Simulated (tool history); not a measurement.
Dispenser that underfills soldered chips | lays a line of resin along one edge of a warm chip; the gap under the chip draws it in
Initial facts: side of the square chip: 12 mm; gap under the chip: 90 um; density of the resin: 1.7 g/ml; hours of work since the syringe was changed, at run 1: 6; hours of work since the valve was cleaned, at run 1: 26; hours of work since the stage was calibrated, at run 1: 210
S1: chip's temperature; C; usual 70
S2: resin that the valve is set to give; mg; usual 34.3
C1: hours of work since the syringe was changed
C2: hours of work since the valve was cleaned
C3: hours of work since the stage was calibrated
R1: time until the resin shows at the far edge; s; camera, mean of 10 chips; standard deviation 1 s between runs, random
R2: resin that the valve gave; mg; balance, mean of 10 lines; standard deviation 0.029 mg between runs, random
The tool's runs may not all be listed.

run 1 hour=0 | S1=70 S2=34.3 | C1=6 C2=26 C3=210 | R1=164.8 R2=34.01
-- hour=4.9 new syringe of resin
run 2 hour=13.6 | S1=70 S2=34.3 | C1=6 C2=35 C3=218 | R1=156.4 R2=33.88
-- hour=18.4 new syringe of resin
run 3 hour=28.3 | S1=70 S2=34.3 | C1=7 C2=45 C3=228 | R1=171.7 R2=33.76
-- hour=31.9 new syringe of resin
-- hour=32.9 dispensing valve cleaned and set on the balance
run 4 hour=40.5 | S1=70 S2=34.3 | C1=5 C2=5 C3=235 | R1=147.9 R2=34.24
-- hour=46.9 new syringe of resin
run 5 hour=52.6 | S1=70 S2=34.3 | C1=4 C2=13 C3=243 | R1=137.2 R2=34.11
-- hour=61.1 new syringe of resin
run 6 hour=64.4 | S1=70 S2=34.3 | C1=2 C2=21 C3=251 | R1=120 R2=34.06
run 7 hour=73.3 | S1=70 S2=34.3 | C1=8 C2=27 C3=257 | R1=193.7 R2=34
-- hour=74.9 new syringe of resin
run 8 hour=84.2 | S1=70 S2=34.3 | C1=6 C2=34 C3=264 | R1=166.8 R2=33.84
-- hour=88.3 new syringe of resin
run 9 hour=92.6 | S1=70 S2=34.3 | C1=3 C2=39 C3=270 | R1=126.3 R2=33.76
-- hour=101.8 new syringe of resin
-- hour=105.8 dispensing valve cleaned and set on the balance
run 10 hour=106.8 | S1=70 S2=41.2 | C1=3 C2=1 C3=278 | R1=121.3 R2=41.17
-- hour=116.3 new syringe of resin
run 11 hour=120.1 | S1=70 S2=31.4 | C1=3 C2=9 C3=287 | R1=127.2 R2=31.28
-- hour=129.6 new syringe of resin
run 12 hour=133.5 | S1=70 S2=31.4 | C1=3 C2=18 C3=296 | R1=128.9 R2=31.18
-- hour=143.6 new syringe of resin
run 13 hour=148.3 | S1=70 S2=31.4 | C1=3 C2=28 C3=305 | R1=131.6 R2=31.09
-- hour=157.9 new syringe of resin
run 14 hour=159 | S1=70 S2=41.6 | C1=1 C2=35 C3=312 | R1=107.8 R2=41.13
run 15 hour=166.1 | S1=70 S2=41.6 | C1=6 C2=40 C3=317 | R1=160.3 R2=41.03
-- hour=171.7 new syringe of resin
-- hour=178.8 dispensing valve cleaned and set on the balance
run 16 hour=182.8 | S1=70 S2=41.6 | C1=7 C2=3 C3=328 | R1=174.1 R2=41.8
-- hour=186 new syringe of resin
run 17 hour=189.4 | S1=70 S2=41.6 | C1=2 C2=7 C3=332 | R1=120.7 R2=41.76
-- hour=200.4 new syringe of resin
run 18 hour=202.7 | S1=70 S2=31.4 | C1=2 C2=16 C3=340 | R1=118.7 R2=31.39
run 19 hour=211.4 | S1=70 S2=31.4 | C1=7 C2=21 C3=346 | R1=185.3 R2=31.34
-- hour=214.2 new syringe of resin
run 20 hour=218.3 | S1=70 S2=31.4 | C1=3 C2=26 C3=351 | R1=133.1 R2=31.36
run 21 hour=225.3 | S1=61 S2=30.4 | C1=7 C2=31 C3=355 | R1=301.9 R2=30.25
-- hour=228 new syringe of resin
run 22 hour=240.7 | S1=55 S2=30.4 | C1=8 C2=41 C3=366 | R1=433.2 R2=30.14
-- hour=242.1 new syringe of resin
run 23 hour=247.2 | S1=66 S2=35.1 | C1=3 C2=45 C3=370 | R1=163.9 R2=34.78
-- hour=251.6 dispensing valve cleaned and set on the balance
-- hour=257 new syringe of resin
run 24 hour=257 | S1=66 S2=35.1 | C1=0 C2=3 C3=375 | R1=124.5 R2=35.1
-- hour=270.7 new syringe of resin
run 25 hour=271.6 | S1=74 S2=43.5 | C1=1 C2=13 C3=385 | R1=89.1 R2=43.3
run 26 hour=280.1 | S1=64 S2=39.6 | C1=6 C2=19 C3=391 | R1=223.3 R2=39.4
-- hour=284.2 new syringe of resin
run 27 hour=290.2 | S1=64 S2=39.6 | C1=4 C2=25 C3=397 | R1=184.3 R2=39.26
run 28 hour=296.9 | S1=78 S2=41.6 | C1=9 C2=30 C3=402 | R1=139.1 R2=41.23
-- hour=298.3 new syringe of resin
run 29 hour=307.9 | S1=82 S2=44.6 | C1=6 C2=37 C3=409 | R1=100.8 R2=44.13
-- hour=312.4 new syringe of resin
run 30 hour=315.1 | S1=70 S2=36.8 | C1=2 C2=42 C3=414 | R1=117.5 R2=36.34
-- hour=323.8 dispensing valve cleaned and set on the balance
run 31 hour=323.8 | S1=84 S2=41.2 | C1=7 C2=0 C3=419 | R1=96.9 R2=41.31
-- hour=327.2 new syringe of resin
run 32 hour=335.8 | S1=68 S2=41.2 | C1=6 C2=8 C3=427 | R1=179.1 R2=41.18
-- hour=341.5 new syringe of resin
run 33 hour=348.3 | S1=77 S2=34.9 | C1=5 C2=16 C3=435 | R1=109.3 R2=34.83
-- hour=355 new syringe of resin
run 34 hour=361.8 | S1=84 S2=35.2 | C1=5 C2=25 C3=444 | R1=83.4 R2=34.96

Hidden condition of the tool, last listed run before each entry between runs versus first listed run after:
In the gap between runs 1 and 2: new syringe of resin (hour 4.9)
  resin's viscosity, % of fresh resin's: 168.9 -> 156.6; dose that the valve gives, % of what is set: 99.12 -> 98.8; true chip temperature over the reading, C: -0.98 -> -1.02
  measured minus no-state result, R1: +71.6 -> +61.1 s; R2: -0.3 -> -0.41 mg
In the gap between runs 2 and 3: new syringe of resin (hour 18.4)
  resin's viscosity, % of fresh resin's: 156.6 -> 171.4; dose that the valve gives, % of what is set: 98.8 -> 98.47; true chip temperature over the reading, C: -1.02 -> -1.07
  measured minus no-state result, R1: +61.1 -> +76.3 s; R2: -0.41 -> -0.53 mg
In the gap between runs 3 and 4: new syringe of resin (hour 31.9); dispensing valve cleaned and set on the balance (hour 32.9)
  resin's viscosity, % of fresh resin's: 171.4 -> 148.3; dose that the valve gives, % of what is set: 98.47 -> 99.75; true chip temperature over the reading, C: -1.07 -> -1.1
  measured minus no-state result, R1: +76.3 -> +53.3 s; R2: -0.53 -> -0.09 mg
In the gap between runs 4 and 5: new syringe of resin (hour 46.9)
  resin's viscosity, % of fresh resin's: 148.3 -> 135.4; dose that the valve gives, % of what is set: 99.75 -> 99.49; true chip temperature over the reading, C: -1.1 -> -1.14
  measured minus no-state result, R1: +53.3 -> +41.3 s; R2: -0.09 -> -0.17 mg
In the gap between runs 5 and 6: new syringe of resin (hour 61.1)
  resin's viscosity, % of fresh resin's: 135.4 -> 119.6; dose that the valve gives, % of what is set: 99.49 -> 99.24; true chip temperature over the reading, C: -1.14 -> -1.19
  measured minus no-state result, R1: +41.3 -> +25.1 s; R2: -0.17 -> -0.26 mg
In the gap between runs 7 and 8: new syringe of resin (hour 74.9)
  resin's viscosity, % of fresh resin's: 192.8 -> 163.9; dose that the valve gives, % of what is set: 99.04 -> 98.78; true chip temperature over the reading, C: -1.22 -> -1.25
  measured minus no-state result, R1: +99 -> +70.9 s; R2: -0.33 -> -0.42 mg
In the gap between runs 8 and 9: new syringe of resin (hour 88.3)
  resin's viscosity, % of fresh resin's: 163.9 -> 126.1; dose that the valve gives, % of what is set: 98.78 -> 98.61; true chip temperature over the reading, C: -1.25 -> -1.28
  measured minus no-state result, R1: +70.9 -> +32 s; R2: -0.42 -> -0.48 mg
In the gap between runs 9 and 10: new syringe of resin (hour 101.8); dispensing valve cleaned and set on the balance (hour 105.8)
  resin's viscosity, % of fresh resin's: 126.1 -> 121.4; dose that the valve gives, % of what is set: 98.61 -> 99.93; true chip temperature over the reading, C: -1.28 -> -1.32
  measured minus no-state result, R1: +32 -> +27.3 s; R2: -0.48 -> -0.03 mg
In the gap between runs 10 and 11: new syringe of resin (hour 116.3)
  resin's viscosity, % of fresh resin's: 121.4 -> 122.3; dose that the valve gives, % of what is set: 99.93 -> 99.62; true chip temperature over the reading, C: -1.32 -> -1.37
  measured minus no-state result, R1: +27.3 -> +29.8 s; R2: -0.03 -> -0.12 mg
In the gap between runs 11 and 12: new syringe of resin (hour 129.6)
  resin's viscosity, % of fresh resin's: 122.3 -> 123.4; dose that the valve gives, % of what is set: 99.62 -> 99.34; true chip temperature over the reading, C: -1.37 -> -1.41
  measured minus no-state result, R1: +29.8 -> +31.2 s; R2: -0.12 -> -0.21 mg
In the gap between runs 12 and 13: new syringe of resin (hour 143.6)
  resin's viscosity, % of fresh resin's: 123.4 -> 127.5; dose that the valve gives, % of what is set: 99.34 -> 99.01; true chip temperature over the reading, C: -1.41 -> -1.46
  measured minus no-state result, R1: +31.2 -> +35.4 s; R2: -0.21 -> -0.31 mg
In the gap between runs 13 and 14: new syringe of resin (hour 157.9)
  resin's viscosity, % of fresh resin's: 127.5 -> 108.3; dose that the valve gives, % of what is set: 99.01 -> 98.76; true chip temperature over the reading, C: -1.46 -> -1.5
  measured minus no-state result, R1: +35.4 -> +15 s; R2: -0.31 -> -0.51 mg
In the gap between runs 15 and 16: new syringe of resin (hour 171.7); dispensing valve cleaned and set on the balance (hour 178.8)
  resin's viscosity, % of fresh resin's: 158.9 -> 171.7; dose that the valve gives, % of what is set: 98.59 -> 100.49; true chip temperature over the reading, C: -1.52 -> -1.57
  measured minus no-state result, R1: +66.4 -> +79.9 s; R2: -0.59 -> +0.21 mg
In the gap between runs 16 and 17: new syringe of resin (hour 186)
  resin's viscosity, % of fresh resin's: 171.7 -> 120.4; dose that the valve gives, % of what is set: 100.49 -> 100.35; true chip temperature over the reading, C: -1.57 -> -1.59
  measured minus no-state result, R1: +79.9 -> +27.6 s; R2: +0.21 -> +0.15 mg
In the gap between runs 17 and 18: new syringe of resin (hour 200.4)
  resin's viscosity, % of fresh resin's: 120.4 -> 112.8; dose that the valve gives, % of what is set: 100.35 -> 100.06; true chip temperature over the reading, C: -1.59 -> -1.63
  measured minus no-state result, R1: +27.6 -> +21.1 s; R2: +0.15 -> +0.02 mg
In the gap between runs 19 and 20: new syringe of resin (hour 214.2)
  resin's viscosity, % of fresh resin's: 180 -> 126.3; dose that the valve gives, % of what is set: 99.84 -> 99.69; true chip temperature over the reading, C: -1.66 -> -1.68
  measured minus no-state result, R1: +90.2 -> +35.6 s; R2: -0.04 -> -0.09 mg
In the gap between runs 21 and 22: new syringe of resin (hour 228)
  resin's viscosity, % of fresh resin's: 183.6 -> 198.5; dose that the valve gives, % of what is set: 99.51 -> 99.15; true chip temperature over the reading, C: -1.71 -> -1.76
  measured minus no-state result, R1: +150.8 -> +233.9 s; R2: -0.14 -> -0.26 mg
In the gap between runs 22 and 23: new syringe of resin (hour 242.1)
  resin's viscosity, % of fresh resin's: 198.5 -> 132.8; dose that the valve gives, % of what is set: 99.15 -> 99.03; true chip temperature over the reading, C: -1.76 -> -1.78
  measured minus no-state result, R1: +233.9 -> +50.6 s; R2: -0.26 -> -0.34 mg
In the gap between runs 23 and 24: dispensing valve cleaned and set on the balance (hour 251.6); new syringe of resin (hour 257)
  resin's viscosity, % of fresh resin's: 132.8 -> 98.9; dose that the valve gives, % of what is set: 99.03 -> 100; true chip temperature over the reading, C: -1.78 -> -1.81
  measured minus no-state result, R1: +50.6 -> +8.9 s; R2: -0.34 -> +0 mg
In the gap between runs 24 and 25: new syringe of resin (hour 270.7)
  resin's viscosity, % of fresh resin's: 98.9 -> 105.4; dose that the valve gives, % of what is set: 100 -> 99.66; true chip temperature over the reading, C: -1.81 -> -1.86
  measured minus no-state result, R1: +8.9 -> +11.3 s; R2: +0 -> -0.14 mg
In the gap between runs 26 and 27: new syringe of resin (hour 284.2)
  resin's viscosity, % of fresh resin's: 166.1 -> 136.5; dose that the valve gives, % of what is set: 99.47 -> 99.27; true chip temperature over the reading, C: -1.88 -> -1.92
  measured minus no-state result, R1: +100.6 -> +61.2 s; R2: -0.21 -> -0.29 mg
In the gap between runs 28 and 29: new syringe of resin (hour 298.3)
  resin's viscosity, % of fresh resin's: 195.8 -> 168.5; dose that the valve gives, % of what is set: 99.12 -> 98.9; true chip temperature over the reading, C: -1.94 -> -1.97
  measured minus no-state result, R1: +73.9 -> +45.8 s; R2: -0.36 -> -0.5 mg
In the gap between runs 29 and 30: new syringe of resin (hour 312.4)
  resin's viscosity, % of fresh resin's: 168.5 -> 114.1; dose that the valve gives, % of what is set: 98.9 -> 98.74; true chip temperature over the reading, C: -1.97 -> -1.99
  measured minus no-state result, R1: +45.8 -> +23.7 s; R2: -0.5 -> -0.46 mg
In the gap between runs 30 and 31: dispensing valve cleaned and set on the balance (hour 323.8)
  resin's viscosity, % of fresh resin's: 114.1 -> 172.5; dose that the valve gives, % of what is set: 98.74 -> 100.24; true chip temperature over the reading, C: -1.99 -> -2.02
  measured minus no-state result, R1: +23.7 -> +45.1 s; R2: -0.46 -> +0.1 mg
In the gap between runs 31 and 32: new syringe of resin (hour 327.2)
  resin's viscosity, % of fresh resin's: 172.5 -> 159; dose that the valve gives, % of what is set: 100.24 -> 100; true chip temperature over the reading, C: -2.02 -> -2.06
  measured minus no-state result, R1: +45.1 -> +77.1 s; R2: +0.1 -> +0 mg
In the gap between runs 32 and 33: new syringe of resin (hour 341.5)
  resin's viscosity, % of fresh resin's: 159 -> 145; dose that the valve gives, % of what is set: 100 -> 99.72; true chip temperature over the reading, C: -2.06 -> -2.1
  measured minus no-state result, R1: +77.1 -> +40.7 s; R2: +0 -> -0.1 mg
In the gap between runs 33 and 34: new syringe of resin (hour 355)
  resin's viscosity, % of fresh resin's: 145 -> 147.5; dose that the valve gives, % of what is set: 99.72 -> 99.41; true chip temperature over the reading, C: -2.1 -> -2.15
  measured minus no-state result, R1: +40.7 -> +31.8 s; R2: -0.1 -> -0.21 mg

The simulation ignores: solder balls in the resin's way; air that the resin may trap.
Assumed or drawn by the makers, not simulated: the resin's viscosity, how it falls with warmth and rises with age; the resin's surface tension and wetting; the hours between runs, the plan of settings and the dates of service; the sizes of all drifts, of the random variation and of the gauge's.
